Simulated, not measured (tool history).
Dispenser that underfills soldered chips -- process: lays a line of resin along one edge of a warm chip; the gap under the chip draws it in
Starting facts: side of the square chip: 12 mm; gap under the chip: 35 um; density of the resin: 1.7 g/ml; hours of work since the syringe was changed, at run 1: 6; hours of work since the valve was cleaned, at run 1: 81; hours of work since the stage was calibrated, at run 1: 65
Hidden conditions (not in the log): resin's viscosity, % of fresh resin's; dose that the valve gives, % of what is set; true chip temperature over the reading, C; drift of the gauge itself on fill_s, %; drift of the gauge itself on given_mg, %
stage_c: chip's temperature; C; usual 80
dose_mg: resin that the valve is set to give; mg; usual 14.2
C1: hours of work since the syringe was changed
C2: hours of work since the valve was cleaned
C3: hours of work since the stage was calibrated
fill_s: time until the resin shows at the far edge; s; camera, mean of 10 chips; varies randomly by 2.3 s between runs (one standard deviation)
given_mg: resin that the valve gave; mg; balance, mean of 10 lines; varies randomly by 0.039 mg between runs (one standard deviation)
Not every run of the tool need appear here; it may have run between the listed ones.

{"run": 1, "hour": 0.0, "stage_c": 80, "dose_mg": 14.2, "C1": 6, "C2": 81, "C3": 65, "fill_s": 311.2, "given_mg": 13.86}
{"hour": 2.9, "done": "new syringe of resin"}
{"run": 2, "hour": 7.8, "stage_c": 66, "dose_mg": 14.2, "C1": 4, "C2": 87, "C3": 70, "fill_s": 469.8, "given_mg": 13.81}
{"hour": 14.5, "done": "new syringe of resin"}
{"run": 3, "hour": 17.9, "stage_c": 66, "dose_mg": 14.1, "C1": 2, "C2": 94, "C3": 77, "fill_s": 447.1, "given_mg": 13.74}
{"hour": 25.6, "done": "new syringe of resin"}
{"run": 4, "hour": 27.1, "stage_c": 80, "dose_mg": 14.2, "C1": 1, "C2": 100, "C3": 84, "fill_s": 240, "given_mg": 13.79}
{"run": 5, "hour": 33.6, "stage_c": 80, "dose_mg": 12.4, "C1": 6, "C2": 105, "C3": 88, "fill_s": 310.8, "given_mg": 11.99}
{"hour": 36.3, "done": "new syringe of resin"}
{"run": 6, "hour": 40.4, "stage_c": 80, "dose_mg": 18.4, "C1": 3, "C2": 110, "C3": 93, "fill_s": 256.6, "given_mg": 17.88}
{"run": 7, "hour": 46.3, "stage_c": 80, "dose_mg": 14.2, "C1": 7, "C2": 114, "C3": 97, "fill_s": 328.5, "given_mg": 13.75}
{"hour": 47.6, "done": "new syringe of resin"}
{"run": 8, "hour": 56.7, "stage_c": 80, "dose_mg": 14.2, "C1": 7, "C2": 121, "C3": 105, "fill_s": 314.7, "given_mg": 13.69}
{"hour": 58.4, "done": "new syringe of resin"}
{"run": 9, "hour": 64.0, "stage_c": 80, "dose_mg": 14.2, "C1": 4, "C2": 126, "C3": 110, "fill_s": 279, "given_mg": 13.73}
{"hour": 69.8, "done": "new syringe of resin"}
{"run": 10, "hour": 74.3, "stage_c": 80, "dose_mg": 14.2, "C1": 3, "C2": 134, "C3": 117, "fill_s": 265.4, "given_mg": 13.64}
{"run": 11, "hour": 79.8, "stage_c": 80, "dose_mg": 14.2, "C1": 7, "C2": 138, "C3": 121, "fill_s": 330.2, "given_mg": 13.64}
{"hour": 81.1, "done": "new syringe of resin"}
{"run": 12, "hour": 89.0, "stage_c": 80, "dose_mg": 14.2, "C1": 6, "C2": 144, "C3": 128, "fill_s": 306.2, "given_mg": 13.59}
{"hour": 92.6, "done": "new syringe of resin"}
{"hour": 93.6, "done": "dispensing valve cleaned and set on the balance"}
{"run": 13, "hour": 95.1, "stage_c": 80, "dose_mg": 14.2, "C1": 1, "C2": 1, "C3": 131, "fill_s": 238.6, "given_mg": 14.23}
{"run": 14, "hour": 101.3, "stage_c": 80, "dose_mg": 14.2, "C1": 6, "C2": 6, "C3": 136, "fill_s": 302.9, "given_mg": 14.13}
{"hour": 104.9, "done": "new syringe of resin"}
{"run": 15, "hour": 108.1, "stage_c": 80, "dose_mg": 14.2, "C1": 2, "C2": 10, "C3": 140, "fill_s": 247.5, "given_mg": 14.13}
{"hour": 116.2, "done": "new syringe of resin"}
{"run": 16, "hour": 119.0, "stage_c": 80, "dose_mg": 14.2, "C1": 2, "C2": 18, "C3": 148, "fill_s": 246.3, "given_mg": 14.09}
{"run": 17, "hour": 125.4, "stage_c": 80, "dose_mg": 14.2, "C1": 7, "C2": 23, "C3": 153, "fill_s": 309.2, "given_mg": 14.12}
{"hour": 127.0, "done": "new syringe of resin"}
{"run": 18, "hour": 132.0, "stage_c": 82, "dose_mg": 15.5, "C1": 4, "C2": 27, "C3": 157, "fill_s": 248.6, "given_mg": 15.34}
{"hour": 138.2, "done": "new syringe of resin"}
{"run": 19, "hour": 139.5, "stage_c": 69, "dose_mg": 17.7, "C1": 1, "C2": 33, "C3": 163, "fill_s": 340.6, "given_mg": 17.46}
{"run": 20, "hour": 147.7, "stage_c": 71, "dose_mg": 17.8, "C1": 7, "C2": 38, "C3": 169, "fill_s": 438, "given_mg": 17.63}
{"hour": 149.5, "done": "new syringe of resin"}
{"run": 21, "hour": 153.6, "stage_c": 71, "dose_mg": 14.7, "C1": 3, "C2": 43, "C3": 173, "fill_s": 365.9, "given_mg": 14.5}
{"hour": 160.5, "done": "new syringe of resin"}
{"run": 22, "hour": 160.5, "stage_c": 71, "dose_mg": 15.9, "C1": 0, "C2": 47, "C3": 177, "fill_s": 303.6, "given_mg": 15.64}
{"hour": 171.4, "done": "new syringe of resin"}
{"run": 23, "hour": 171.4, "stage_c": 83, "dose_mg": 17.1, "C1": 0, "C2": 55, "C3": 185, "fill_s": 192.9, "given_mg": 16.8}
{"run": 24, "hour": 177.3, "stage_c": 83, "dose_mg": 17.1, "C1": 4, "C2": 59, "C3": 189, "fill_s": 243.8, "given_mg": 16.86}
{"hour": 182.3, "done": "new syringe of resin"}
{"run": 25, "hour": 184.4, "stage_c": 92, "dose_mg": 12.3, "C1": 2, "C2": 64, "C3": 194, "fill_s": 159, "given_mg": 12.08}
{"run": 26, "hour": 190.6, "stage_c": 92, "dose_mg": 12.3, "C1": 6, "C2": 69, "C3": 199, "fill_s": 199.5, "given_mg": 12.07}
{"hour": 193.4, "done": "new syringe of resin"}
{"run": 27, "hour": 197.7, "stage_c": 77, "dose_mg": 17.3, "C1": 3, "C2": 74, "C3": 204, "fill_s": 284.6, "given_mg": 16.91}
{"run": 28, "hour": 202.8, "stage_c": 77, "dose_mg": 17.3, "C1": 7, "C2": 77, "C3": 207, "fill_s": 349.8, "given_mg": 16.9}
{"hour": 204.1, "done": "new syringe of resin"}
{"run": 29, "hour": 214.1, "stage_c": 77, "dose_mg": 17.3, "C1": 7, "C2": 85, "C3": 215, "fill_s": 342.7, "given_mg": 16.78}
{"hour": 215.2, "done": "new syringe of resin"}
{"run": 30, "hour": 218.9, "stage_c": 90, "dose_mg": 14.6, "C1": 3, "C2": 89, "C3": 219, "fill_s": 174.4, "given_mg": 14.22}
{"hour": 226.2, "done": "new syringe of resin"}
{"run": 31, "hour": 229.2, "stage_c": 87, "dose_mg": 18.2, "C1": 2, "C2": 96, "C3": 226, "fill_s": 188.2, "given_mg": 17.66}
{"hour": 237.0, "done": "new syringe of resin"}
{"run": 32, "hour": 238.9, "stage_c": 77, "dose_mg": 18, "C1": 1, "C2": 103, "C3": 233, "fill_s": 254.4, "given_mg": 17.42}
{"hour": 248.5, "done": "new syringe of resin"}
{"run": 33, "hour": 249.6, "stage_c": 77, "dose_mg": 18, "C1": 1, "C2": 110, "C3": 240, "fill_s": 246.3, "given_mg": 17.38}
{"run": 34, "hour": 257.8, "stage_c": 86, "dose_mg": 15.8, "C1": 7, "C2": 116, "C3": 246, "fill_s": 240.6, "given_mg": 15.27}

How would selected steps in fill_s from run to run divide? Give the signed amount a tool lacking its hidden state would still show from settings, what came in and random variation, and the signed amount left for the hidden state, including any gauge scatter that is not in both of the compared results.
Run 1 -> 2: stage_c 80 -> 66, new syringe of resin. fill_s +158.6 s: hidden state -0.2, all else +158.8.
Run 3 -> 4: stage_c 66 -> 80, dose_mg 14.1 -> 14.2, new syringe of resin. fill_s -207.1 s: hidden state -42.9, all else -164.2.
Run 19 -> 20: stage_c 69 -> 71, dose_mg 17.7 -> 17.8. fill_s +97.4 s: hidden state +117.6, all else -20.2.
Run 20 -> 21: dose_mg 17.8 -> 14.7, new syringe of resin. fill_s -72.1 s: hidden state -79.4, all else +7.3.
Run 29 -> 30: stage_c 77 -> 90, dose_mg 17.3 -> 14.6, new syringe of resin. fill_s -168.3 s: hidden state -78.1, all else -90.2.
